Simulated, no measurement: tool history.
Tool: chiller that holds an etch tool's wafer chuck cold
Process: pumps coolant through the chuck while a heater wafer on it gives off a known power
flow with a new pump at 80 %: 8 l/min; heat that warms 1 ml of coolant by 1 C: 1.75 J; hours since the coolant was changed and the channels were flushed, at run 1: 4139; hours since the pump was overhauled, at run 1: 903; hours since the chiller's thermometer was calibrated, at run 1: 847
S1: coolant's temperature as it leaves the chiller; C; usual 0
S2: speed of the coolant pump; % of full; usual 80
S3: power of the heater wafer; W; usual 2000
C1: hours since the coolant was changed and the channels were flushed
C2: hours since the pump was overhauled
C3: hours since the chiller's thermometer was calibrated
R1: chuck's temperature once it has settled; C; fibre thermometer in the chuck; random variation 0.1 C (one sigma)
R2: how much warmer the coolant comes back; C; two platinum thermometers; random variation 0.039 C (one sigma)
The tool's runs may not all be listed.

run 1 day=0.000 | S1=0 S2=80 S3=2000 | C1=4139 C2=903 C3=847 | R1=26.2 R2=8.64
run 2 day=0.838 | S1=0 S2=80 S3=2000 | C1=4159 C2=923 C3=867 | R1=26.4 R2=8.76
run 3 day=2.654 | S1=0 S2=80 S3=2000 | C1=4203 C2=966 C3=911 | R1=26.3 R2=8.68
run 4 day=3.875 | S1=0 S2=80 S3=2000 | C1=4232 C2=996 C3=940 | R1=26.3 R2=8.74
run 5 day=4.883 | S1=0 S2=80 S3=2000 | C1=4256 C2=1020 C3=964 | R1=26.2 R2=8.74
run 6 day=6.479 | S1=0 S2=80 S3=2000 | C1=4295 C2=1058 C3=1003 | R1=26.4 R2=8.75
run 7 day=7.425 | S1=0 S2=80 S3=2000 | C1=4317 C2=1081 C3=1025 | R1=26.4 R2=8.69
run 8 day=9.142 | S1=0 S2=80 S3=2000 | C1=4359 C2=1122 C3=1066 | R1=26.6 R2=8.78
run 9 day=10.058 | S1=0 S2=80 S3=2000 | C1=4381 C2=1144 C3=1089 | R1=26.5 R2=8.69
run 10 day=11.467 | S1=0 S2=81 S3=2000 | C1=4414 C2=1178 C3=1122 | R1=26.4 R2=8.62
run 11 day=13.238 | S1=0 S2=80 S3=2465 | C1=4457 C2=1220 C3=1165 | R1=32.9 R2=10.76
run 12 day=14.696 | S1=0 S2=80 S3=2465 | C1=4492 C2=1255 C3=1200 | R1=33.0 R2=10.81
run 13 day=15.912 | S1=0 S2=80 S3=2465 | C1=4521 C2=1284 C3=1229 | R1=32.9 R2=10.85
run 14 day=17.321 | S1=0 S2=80 S3=1908 | C1=4555 C2=1318 C3=1263 | R1=25.6 R2=8.43
run 15 day=18.533 | S1=0 S2=80 S3=1908 | C1=4584 C2=1347 C3=1292 | R1=25.6 R2=8.39
run 16 day=19.925 | S1=0 S2=80 S3=1908 | C1=4617 C2=1381 C3=1325 | R1=25.7 R2=8.40
run 17 day=21.550 | S1=-9 S2=80 S3=2210 | C1=4656 C2=1420 C3=1364 | R1=20.8 R2=9.80
run 18 day=22.762 | S1=-9 S2=80 S3=2210 | C1=4686 C2=1449 C3=1393 | R1=20.9 R2=9.74
run 19 day=23.979 | S1=0 S2=80 S3=1400 | C1=4715 C2=1478 C3=1423 | R1=19.0 R2=6.22
run 20 day=25.367 | S1=-3 S2=69 S3=2838 | C1=4748 C2=1511 C3=1456 | R1=38.9 R2=14.71
run 21 day=27.104 | S1=0 S2=83 S3=2544 | C1=4790 C2=1553 C3=1498 | R1=33.7 R2=10.73
run 22 day=28.733 | S1=0 S2=83 S3=2544 | C1=4829 C2=1592 C3=1537 | R1=33.6 R2=10.78
run 23 day=30.117 | S1=-3 S2=82 S3=2684 | C1=4862 C2=1625 C3=1570 | R1=32.9 R2=11.47
run 24 day=31.004 | S1=7 S2=69 S3=1079 | C1=4883 C2=1647 C3=1591 | R1=22.8 R2=5.67
run 25 day=32.392 | S1=4 S2=97 S3=1628 | C1=4917 C2=1680 C3=1624 | R1=23.8 R2=5.79
run 26 day=33.492 | S1=0 S2=80 S3=2833 | C1=4943 C2=1706 C3=1651 | R1=38.6 R2=12.53
run 27 day=35.346 | S1=0 S2=77 S3=1961 | C1=4988 C2=1751 C3=1695 | R1=27.3 R2=9.06
run 28 day=36.133 | S1=8 S2=77 S3=1961 | C1=5006 C2=1770 C3=1714 | R1=35.3 R2=9.15
run 29 day=36.950 | S1=8 S2=77 S3=1961 | C1=5026 C2=1789 C3=1734 | R1=35.4 R2=8.99
run 30 day=37.842 | S1=4 S2=71 S3=1397 | C1=5047 C2=1811 C3=1755 | R1=24.4 R2=7.11
run 31 day=38.762 | S1=4 S2=71 S3=2392 | C1=5070 C2=1833 C3=1777 | R1=39.1 R2=12.24

Forecast each of these 5 alternatives for the next run:
run A day=40.625 | S1=4 S2=71 S3=1537 | C1=5114 C2=1878 C3=1822 | R1=? R2=?
run B day=40.625 | S1=-9 S2=93 S3=1199 | C1=5114 C2=1878 C3=1822 | R1=? R2=?
run C day=40.625 | S1=4 S2=71 S3=2037 | C1=5114 C2=1878 C3=1822 | R1=? R2=?
run D day=40.625 | S1=9 S2=72 S3=1146 | C1=5114 C2=1878 C3=1822 | R1=? R2=?
run E day=40.625 | S1=6 S2=62 S3=1893 | C1=5114 C2=1878 C3=1822 | R1=? R2=?

run=A R1=26.4 R2=7.80
run=B R1=6.0 R2=4.46
run=C R1=33.9 R2=10.37
run=D R1=25.5 R2=5.74
run=E R1=36.2 R2=11.21
Without the tool's hidden state the same runs would have given:
run=A R1=23.1 R2=7.51
run=B R1=3.8 R2=4.29
run=C R1=29.4 R2=9.99
run=D R1=23.1 R2=5.53
run=E R1=31.7 R2=10.80

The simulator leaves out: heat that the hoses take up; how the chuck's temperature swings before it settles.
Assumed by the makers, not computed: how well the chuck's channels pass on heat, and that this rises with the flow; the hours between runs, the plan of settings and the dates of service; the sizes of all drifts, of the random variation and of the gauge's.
